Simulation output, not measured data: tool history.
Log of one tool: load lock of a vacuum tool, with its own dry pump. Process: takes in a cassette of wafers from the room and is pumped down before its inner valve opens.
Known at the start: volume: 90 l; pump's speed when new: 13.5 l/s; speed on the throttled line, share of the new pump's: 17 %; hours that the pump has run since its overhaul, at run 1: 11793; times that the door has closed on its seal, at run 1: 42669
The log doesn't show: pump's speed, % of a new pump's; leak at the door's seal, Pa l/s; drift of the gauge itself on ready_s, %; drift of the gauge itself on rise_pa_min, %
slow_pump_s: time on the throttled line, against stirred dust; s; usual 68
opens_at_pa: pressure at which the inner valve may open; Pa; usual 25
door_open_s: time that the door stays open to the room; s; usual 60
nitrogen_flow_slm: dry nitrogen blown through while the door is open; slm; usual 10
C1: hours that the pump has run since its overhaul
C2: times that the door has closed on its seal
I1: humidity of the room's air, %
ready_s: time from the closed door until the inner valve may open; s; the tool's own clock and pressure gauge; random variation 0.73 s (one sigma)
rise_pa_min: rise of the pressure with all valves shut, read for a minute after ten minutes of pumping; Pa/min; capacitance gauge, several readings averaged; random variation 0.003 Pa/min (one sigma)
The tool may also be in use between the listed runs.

Run 1, hour 0.0: usual settings; C1 11793; C2 42669; I1 47.7. Result: ready_s 117.5 s, rise_pa_min 0.141 Pa/min.
Run 2, hour 273.4: usual settings but opens_at_pa 49 Pa; C1 12067; C2 43658; I1 43.3. Result: ready_s 113.4 s, rise_pa_min 0.142 Pa/min.
Run 3, hour 510.5: usual settings but opens_at_pa 49 Pa; C1 12304; C2 44516; I1 44.8. Result: ready_s 112.7 s, rise_pa_min 0.149 Pa/min.
Run 4, hour 785.3: usual settings but opens_at_pa 49 Pa; C1 12579; C2 45510; I1 44.7. Result: ready_s 112.4 s, rise_pa_min 0.155 Pa/min.
Run 5, hour 981.5: usual settings but door_open_s 105 s; C1 12775; C2 46220; I1 44.1. Result: ready_s 117.8 s, rise_pa_min 0.169 Pa/min.
Run 6, hour 1222.6: usual settings but door_open_s 105 s; C1 13016; C2 47092; I1 42.1. Result: ready_s 117.7 s, rise_pa_min 0.173 Pa/min.
Run 7, hour 1485.7: usual settings but door_open_s 105 s; C1 13279; C2 48044; I1 47.7. Result: ready_s 118.6 s, rise_pa_min 0.183 Pa/min.
Run 8, hour 1699.2: usual settings; C1 13493; C2 48817; I1 44.6. Result: ready_s 117.9 s, rise_pa_min 0.166 Pa/min.
Run 9, hour 1939.0: usual settings; C1 13732; C2 49685; I1 41.9. Result: ready_s 117.5 s, rise_pa_min 0.164 Pa/min.
Run 10, hour 2098.2: usual settings; C1 13892; C2 50260; I1 46.6. Result: ready_s 119.0 s, rise_pa_min 0.171 Pa/min.
Run 11, hour 2330.8: usual settings; C1 14124; C2 51102; I1 44.5. Result: ready_s 119.9 s, rise_pa_min 0.178 Pa/min.
Run 12, hour 2557.8: usual settings but slow_pump_s 91 s; C1 14351; C2 51923; I1 48.5. Result: ready_s 137.4 s, rise_pa_min 0.185 Pa/min.
Run 13, hour 2829.4: usual settings but slow_pump_s 91 s; C1 14623; C2 52906; I1 44.9. Result: ready_s 138.9 s, rise_pa_min 0.178 Pa/min.
Run 14, hour 3080.1: usual settings but slow_pump_s 91 s, opens_at_pa 34 Pa; C1 14873; C2 53813; I1 46.6. Result: ready_s 135.5 s, rise_pa_min 0.188 Pa/min.
Run 15, hour 3350.4: usual settings but slow_pump_s 53 s; C1 15144; C2 54791; I1 39.9. Result: ready_s 107.2 s, rise_pa_min 0.188 Pa/min.
Run 16, hour 3601.4: usual settings but slow_pump_s 64 s, nitrogen_flow_slm 11 slm; C1 15395; C2 55699; I1 45.2. Result: ready_s 115.4 s, rise_pa_min 0.198 Pa/min.
Run 17, hour 3761.7: usual settings but slow_pump_s 64 s, nitrogen_flow_slm 11 slm; C1 15555; C2 56279; I1 45.6. Result: ready_s 115.8 s, rise_pa_min 0.200 Pa/min.
Run 18, hour 3932.3: usual settings but slow_pump_s 51 s, opens_at_pa 42 Pa, door_open_s 75 s, nitrogen_flow_slm 5 slm; C1 15726; C2 56896; I1 46.2. Result: ready_s 101.7 s, rise_pa_min 0.224 Pa/min.
Run 19, hour 4241.0: usual settings but slow_pump_s 51 s, opens_at_pa 42 Pa, door_open_s 75 s, nitrogen_flow_slm 5 slm; C1 16034; C2 58013; I1 44.1. Result: ready_s 102.4 s, rise_pa_min 0.216 Pa/min.
Run 20, hour 4404.8: usual settings but slow_pump_s 110 s, opens_at_pa 37 Pa, door_open_s 75 s, nitrogen_flow_slm 5 slm; C1 16198; C2 58606; I1 43.2. Result: ready_s 148.7 s, rise_pa_min 0.226 Pa/min.
Run 21, hour 4633.6: usual settings but slow_pump_s 94 s; C1 16427; C2 59434; I1 44.5. Result: ready_s 140.4 s, rise_pa_min 0.216 Pa/min.
Run 22, hour 4840.1: usual settings but slow_pump_s 94 s; C1 16633; C2 60181; I1 41.3. Result: ready_s 139.9 s, rise_pa_min 0.214 Pa/min.
Run 23, hour 5007.8: usual settings but opens_at_pa 42 Pa, nitrogen_flow_slm 5 slm; C1 16801; C2 60788; I1 47.2. Result: ready_s 115.7 s, rise_pa_min 0.232 Pa/min.
Run 24, hour 5249.9: usual settings but door_open_s 49 s; C1 17043; C2 61663; I1 46.1. Result: ready_s 120.2 s, rise_pa_min 0.223 Pa/min.
Run 25, hour 5450.1: usual settings but opens_at_pa 24 Pa, door_open_s 130 s; C1 17243; C2 62388; I1 48.0. Result: ready_s 121.4 s, rise_pa_min 0.253 Pa/min.
Run 26, hour 5802.2: usual settings but slow_pump_s 50 s, opens_at_pa 32 Pa, door_open_s 46 s, nitrogen_flow_slm 16 slm; C1 17596; C2 63662; I1 45.0. Result: ready_s 105.9 s, rise_pa_min 0.229 Pa/min.
Run 27, hour 6078.8: usual settings but slow_pump_s 66 s, opens_at_pa 35 Pa, door_open_s 219 s, nitrogen_flow_slm 15 slm; C1 17872; C2 64663; I1 42.5. Result: ready_s 115.3 s, rise_pa_min 0.274 Pa/min.

Forecast each of these 3 alternatives for the next run:
Run A, hour 6238.6: usual settings but door_open_s 29 s; C1 18032; C2 65240; I1 42.5. Result: ready_s ?, rise_pa_min ?.
Run B, hour 6238.6: usual settings but opens_at_pa 21 Pa, nitrogen_flow_slm 16 slm; C1 18032; C2 65240; I1 42.3. Result: ready_s ?, rise_pa_min ?.
Run C, hour 6238.6: usual settings but slow_pump_s 128 s, opens_at_pa 23 Pa, nitrogen_flow_slm 14 slm; C1 18032; C2 65240; I1 46.5. Result: ready_s ?, rise_pa_min ?.

run  ready_s  rise_pa_min
  A    121.5        0.236
  B    123.1        0.243
  C    169.2        0.237
Without the tool's hidden state the same runs would have given:
run  ready_s  rise_pa_min
  A    112.2        0.026
  B    113.5        0.032
  C    162.1        0.029

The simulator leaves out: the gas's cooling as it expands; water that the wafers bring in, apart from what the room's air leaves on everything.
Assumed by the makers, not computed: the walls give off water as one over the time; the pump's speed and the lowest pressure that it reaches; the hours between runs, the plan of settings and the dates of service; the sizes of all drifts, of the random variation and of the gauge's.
